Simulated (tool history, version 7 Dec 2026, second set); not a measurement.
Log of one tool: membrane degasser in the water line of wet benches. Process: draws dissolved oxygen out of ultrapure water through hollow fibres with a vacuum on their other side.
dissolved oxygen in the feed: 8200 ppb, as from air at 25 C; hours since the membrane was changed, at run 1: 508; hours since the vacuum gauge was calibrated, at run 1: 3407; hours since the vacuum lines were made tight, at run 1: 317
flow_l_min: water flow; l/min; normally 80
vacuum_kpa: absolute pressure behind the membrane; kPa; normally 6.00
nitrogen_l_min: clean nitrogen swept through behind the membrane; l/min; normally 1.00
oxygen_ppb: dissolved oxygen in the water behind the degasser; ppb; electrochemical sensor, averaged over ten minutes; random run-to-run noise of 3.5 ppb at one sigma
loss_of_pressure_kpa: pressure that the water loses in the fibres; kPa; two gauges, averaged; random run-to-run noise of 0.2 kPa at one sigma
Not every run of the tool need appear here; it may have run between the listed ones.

run,day,flow_l_min,vacuum_kpa,nitrogen_l_min,hours since the membrane was changed,hours since the vacuum gauge was calibrated,hours since the vacuum lines were made tight,oxygen_ppb,loss_of_pressure_kpa
1,0.000,80,6.00,1.00,508,3407,317,360.8,45.44
2,1.900,80,6.00,1.00,554,3452,363,361.9,45.91
3,3.888,80,6.00,1.00,601,3500,411,366.4,45.72
4,5.492,80,6.00,1.00,640,3539,449,371.7,46.26
5,6.529,80,6.00,1.00,665,3563,474,365.2,46.08
6,8.075,80,6.00,1.00,702,3601,511,368.8,46.04
7,9.642,80,4.92,0.44,739,3638,549,362.0,45.97
8,11.533,64,4.14,1.00,785,3684,594,108.8,37.07
9,13.075,91,4.14,0.42,822,3721,631,213.9,53.06
# day 13.562: vacuum gauge calibrated
10,14.642,90,6.99,2.28,859,26,668,293.6,52.11
11,16.662,119,14.96,1.00,907,74,717,1746.1,68.99

Forecast each of these 4 alternatives for the next run:
A,17.562,61,6.00,0.79,929,96,738,?,?
B,17.562,80,7.53,1.21,929,96,738,?,?
C,17.562,116,6.90,2.19,929,96,738,?,?
D,17.562,119,5.10,0.94,929,96,738,?,?

run,oxygen_ppb,loss_of_pressure_kpa
A,356.2,35.44
B,485.3,46.70
C,362.2,67.51
D,336.8,69.38
What these runs would have given with no unlogged condition in the tool:
run,oxygen_ppb,loss_of_pressure_kpa
A,356.2,34.79
B,485.3,45.85
C,362.2,66.28
D,336.8,68.12
